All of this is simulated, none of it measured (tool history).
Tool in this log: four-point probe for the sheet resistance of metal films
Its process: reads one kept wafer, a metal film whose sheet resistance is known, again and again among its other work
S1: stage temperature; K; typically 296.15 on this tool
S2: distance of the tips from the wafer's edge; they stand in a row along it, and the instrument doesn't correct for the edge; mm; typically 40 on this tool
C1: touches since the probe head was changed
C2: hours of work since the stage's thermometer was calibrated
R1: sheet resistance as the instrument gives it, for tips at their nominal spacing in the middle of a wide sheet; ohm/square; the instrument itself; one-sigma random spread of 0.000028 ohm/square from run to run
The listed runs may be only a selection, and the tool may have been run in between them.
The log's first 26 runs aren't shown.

run 27 day=35.767 | S1=307.15 S2=51 | C1=60188 C2=1620 | R1=0.14141
run 28 day=37.608 | S1=300.15 S2=64 | C1=61224 C2=1646 | R1=0.141414
run 29 day=39.121 | S1=292.15 S2=7 | C1=62073 C2=1668 | R1=0.141775
run 30 day=40.238 | S1=293.15 S2=3 | C1=62702 C2=1684 | R1=0.143528
run 31 day=41.004 | S1=296.15 S2=4 | C1=63133 C2=1695 | R1=0.142637
run 32 day=41.975 | S1=296.15 S2=4 | C1=63679 C2=1709 | R1=0.142627
run 33 day=42.85 | S1=298.15 S2=23 | C1=64171 C2=1722 | R1=0.141466
run 34 day=43.779 | S1=304.15 S2=32 | C1=64694 C2=1735 | R1=0.141483
run 35 day=45.629 | S1=304.15 S2=32 | C1=65734 C2=1762 | R1=0.141456
run 36 day=46.775 | S1=305.15 S2=13 | C1=66377 C2=1778 | R1=0.14155
run 37 day=48.038 | S1=292.15 S2=41 | C1=67087 C2=1796 | R1=0.141479
run 38 day=49.329 | S1=291.15 S2=6 | C1=67814 C2=1815 | R1=0.141964
run 39 day=50.362 | S1=293.15 S2=13 | C1=68396 C2=1830 | R1=0.141592
run 40 day=51.846 | S1=293.15 S2=6 | C1=69230 C2=1851 | R1=0.14197
run 41 day=53.338 | S1=293.15 S2=6 | C1=70067 C2=1872 | R1=0.141965
run 42 day=54.942 | S1=293.15 S2=6 | C1=70971 C2=1895 | R1=0.14198
run 43 day=55.892 | S1=301.15 S2=11 | C1=71505 C2=1909 | R1=0.141615
run 44 day=56.662 | S1=291.15 S2=10 | C1=71937 C2=1920 | R1=0.141681
run 45 day=57.55 | S1=291.15 S2=10 | C1=72436 C2=1933 | R1=0.141667
run 46 day=59.354 | S1=296.15 S2=6 | C1=73451 C2=1959 | R1=0.141999

3 ways to go on from here, each from the tool as it stands after run 46. What would each give?
run A day=60.6 | S1=296.15 S2=7 | C1=74152 C2=1977 | R1=?
run B day=60.6 | S1=292.15 S2=40 | C1=74152 C2=1977 | R1=?
run C day=60.6 | S1=300.15 S2=41 | C1=74152 C2=1977 | R1=?

run=A R1=0.141875
run=B R1=0.141516
run=C R1=0.14148
Had the tool no hidden state, the same runs would have come out as:
run=A R1=0.141294
run=B R1=0.140939
run=C R1=0.140897
